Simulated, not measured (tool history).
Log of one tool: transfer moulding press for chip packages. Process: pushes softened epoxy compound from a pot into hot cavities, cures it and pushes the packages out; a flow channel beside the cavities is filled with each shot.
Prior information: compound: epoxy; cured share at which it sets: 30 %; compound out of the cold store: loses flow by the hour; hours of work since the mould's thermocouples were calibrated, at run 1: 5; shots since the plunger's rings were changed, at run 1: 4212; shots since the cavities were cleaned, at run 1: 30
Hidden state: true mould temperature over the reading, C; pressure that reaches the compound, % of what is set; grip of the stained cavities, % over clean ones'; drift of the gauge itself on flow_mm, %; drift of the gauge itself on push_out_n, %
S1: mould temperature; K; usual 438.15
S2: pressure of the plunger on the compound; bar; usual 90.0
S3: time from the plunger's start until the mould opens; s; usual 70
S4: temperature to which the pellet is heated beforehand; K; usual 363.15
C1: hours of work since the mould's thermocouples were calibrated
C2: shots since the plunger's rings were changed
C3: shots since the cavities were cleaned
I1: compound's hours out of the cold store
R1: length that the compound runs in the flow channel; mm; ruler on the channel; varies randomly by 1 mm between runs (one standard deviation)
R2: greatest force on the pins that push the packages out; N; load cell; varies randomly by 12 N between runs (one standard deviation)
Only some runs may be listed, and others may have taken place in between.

run,day,S1,S2,S3,S4,C1,C2,C3,I1,R1,R2
1,0.000,438.15,90.0,70,363.15,5,4212,30,36.8,464.8,554
2,0.346,436.15,90.0,70,363.15,9,4306,124,40.2,460.2,669
3,0.696,435.15,90.0,70,363.15,12,4400,218,33.8,477.3,786
4,1.050,435.15,90.0,70,363.15,16,4496,314,10.1,541.6,941
5,1.300,435.15,90.0,70,363.15,19,4564,382,23.7,502.6,883
# day 1.471: cavities cleaned with cleaning compound and waxed
6,1.696,435.15,90.0,70,363.15,22,4653,60,32.9,478.5,689
7,1.938,435.15,90.0,70,363.15,25,4720,127,20.5,510.4,806
8,2.379,435.15,90.0,70,363.15,29,4838,245,36.5,468.5,821
9,2.792,435.15,90.0,70,363.15,34,4950,357,31.7,479.8,874
# day 3.038: cavities cleaned with cleaning compound and waxed
10,3.100,435.15,90.0,70,363.15,36,5017,17,32.3,476.5,681
11,3.558,435.15,90.0,70,363.15,41,5141,141,22.7,500.8,792
# day 3.862: plunger's sealing rings changed
12,3.967,435.15,90.0,70,363.15,44,27,222,29.9,504.6,809
13,4.279,435.15,90.0,77,363.15,48,112,307,27.6,509.4,674
14,4.608,438.15,90.0,70,363.15,51,202,397,36.0,484.3,733
# day 4.704: cavities cleaned with cleaning compound and waxed
15,5.038,438.15,90.0,70,363.15,55,301,90,14.7,542.2,643
16,5.338,438.15,90.0,70,363.15,58,382,171,41.9,468.5,604
17,5.550,434.15,95.2,81,371.15,60,439,228,33.5,508.0,608
18,5.750,434.15,95.2,81,371.15,62,493,282,47.1,470.4,618
19,5.988,434.15,95.2,81,371.15,65,557,346,21.4,538.7,687
# day 6.262: cavities cleaned with cleaning compound and waxed
20,6.388,432.15,95.2,106,371.15,69,649,34,28.2,523.9,418
21,6.867,432.15,95.2,70,371.15,74,778,163,37.0,498.5,842
22,7.304,438.15,93.0,70,372.15,78,897,282,45.2,464.9,643
23,7.596,433.15,71.5,86,363.15,81,976,361,30.8,446.7,638
# day 7.838: cavities cleaned with cleaning compound and waxed
24,8.033,433.15,102.7,86,372.15,85,1077,53,8.3,600.1,509
25,8.233,433.15,102.7,86,372.15,87,1131,107,17.7,570.7,532
26,8.496,433.15,103.0,86,371.15,90,1202,178,34.2,522.6,567
27,8.838,443.15,97.8,86,371.15,94,1294,270,31.7,501.6,497
28,9.050,442.15,97.8,84,371.15,96,1353,329,28.8,511.9,511

How would selected steps in R1 from run to run divide? Give the signed amount a tool lacking its hidden state would still show from settings, what came in and random variation, and the signed amount left for the hidden state, including any gauge scatter that is not in both of the compared results.
Run 3 -> 4: nothing adjusted, nothing logged. R1 +64.3 mm: hidden state -3.1, all else +67.4.
Run 11 -> 12: plunger's sealing rings changed. R1 +3.8 mm: hidden state +22.4, all else -18.6.
Run 15 -> 16: nothing adjusted, nothing logged. R1 -73.7 mm: hidden state +0.2, all else -73.9.
Run 23 -> 24: S2 71.5 -> 102.7, S4 363.15 -> 372.15, cavities cleaned with cleaning compound and waxed. R1 +153.4 mm: hidden state -2.3, all else +155.7.
